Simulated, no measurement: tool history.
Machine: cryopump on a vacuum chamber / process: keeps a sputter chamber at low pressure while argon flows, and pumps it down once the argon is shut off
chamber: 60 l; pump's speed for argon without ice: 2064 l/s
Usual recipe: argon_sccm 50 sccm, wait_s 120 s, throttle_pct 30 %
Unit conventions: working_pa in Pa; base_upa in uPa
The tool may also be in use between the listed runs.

run	hour	argon_sccm	wait_s	throttle_pct	working_pa	base_upa
1	0.0	50	120	30	0.1436	1.12
2	61.4	50	120	30	0.1441	1.22
3	113.8	50	120	30	0.1437	1.24
4	141.0	50	120	30	0.1438	1.28
5	188.6	50	120	30	0.1441	1.31
6	215.8	50	120	30	0.1435	1.30
7	256.3	55	120	30	0.1585	1.35
8	308.5	55	120	30	0.1589	1.39
9	364.1	55	120	30	0.1597	1.36
10	400.9	50	169	30	0.1373	1.17
11	451.5	50	168	30	0.1365	1.13
12	488.9	50	168	30	0.1368	1.14
13	543.6	50	168	37	0.1118	1.18
14	580.0	50	22	30	0.1377	2.41
15	606.1	50	120	30	0.1371	1.29
16	634.0	50	120	30	0.1374	1.29
17	694.0	50	120	30	0.1379	1.31
18	754.0	50	120	30	0.1390	1.37
19	793.1	53	120	30	0.1464	1.35
20	841.0	41	85	20	0.1704	1.51
21	892.2	50	120	17	0.2429	1.40
22	942.5	50	73	17	0.2439	1.53
23	992.1	50	73	17	0.2445	1.59
24	1016.7	42	62	51	0.0696	1.72
25	1043.9	42	62	51	0.0700	1.67
26	1080.3	31	114	15	0.1710	1.50
27	1114.4	31	114	15	0.1703	1.54
28	1139.3	31	114	15	0.1715	1.52
29	1190.7	37	40	18	0.1705	2.01
30	1247.0	37	40	18	0.1710	2.14
31	1273.2	37	40	18	0.1715	2.11
32	1315.8	31	270	38	0.0691	1.44
33	1361.1	91	270	38	0.2025	1.55
34	1411.3	36	120	43	0.0717	1.65

Not shown here: 1 entry made in the log between runs. Locate each between two listed runs and compare the hidden state at the listed run before it with the hidden state at the listed run after it:
In the gap between runs 9 and 10: pump warmed up, emptied and cooled again (hour 373.5)
  pump's speed, % of a pump's without ice: 84 -> 99.7; cold plate's temperature, K: 12.41 -> 12.42; leak into the chamber, uPa l/s: 1916 -> 1934
  measured result minus the result with no hidden state, working_pa: +0.0091 -> +0.0005 Pa; base_upa: +0.96 -> +0.81 uPa
